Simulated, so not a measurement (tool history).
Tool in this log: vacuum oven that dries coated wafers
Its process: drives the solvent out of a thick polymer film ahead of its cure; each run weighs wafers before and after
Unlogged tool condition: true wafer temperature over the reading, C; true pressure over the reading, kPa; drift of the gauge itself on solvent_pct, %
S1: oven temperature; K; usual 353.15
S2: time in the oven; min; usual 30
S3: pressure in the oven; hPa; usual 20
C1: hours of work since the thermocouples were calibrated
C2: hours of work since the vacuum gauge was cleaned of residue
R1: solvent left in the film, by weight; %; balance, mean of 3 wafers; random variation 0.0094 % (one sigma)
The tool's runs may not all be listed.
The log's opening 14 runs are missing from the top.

run,hour,S1,S2,S3,C1,C2,R1
15,481.7,353.15,38,20,848,493,0.891
16,498.4,353.15,38,20,857,502,0.891
17,517.9,353.15,38,20,868,513,0.865
18,555.2,344.15,30,20,888,533,2.86
19,584.5,344.15,30,20,903,549,2.864
20,604,344.15,30,20,914,559,2.851
21,621.3,353.15,30,15.8,923,568,1.229
22,642.4,353.15,18,20,935,580,3.319
23,676.8,353.15,30,12,953,598,1.129
24,704,353.15,30,12,968,613,1.117
# hour 718: oven's thermocouples calibrated
25,743.6,353.15,30,22.4,14,633,1.612
26,762.2,364.15,30,19.1,24,643,0.554
27,782.4,364.15,30,19.1,35,654,0.56
28,819.7,350.15,21,19.1,55,674,3.589
29,848.6,361.15,25,13.4,70,689,0.911

The next listed run, before its measurement:
30,885.6,341.15,34,21.2,90,709,?

{"run 30": {"R1": 3.405}}
If the tool had no hidden condition, the same run with the same run-to-run variation would have returned R1 3.222 %.
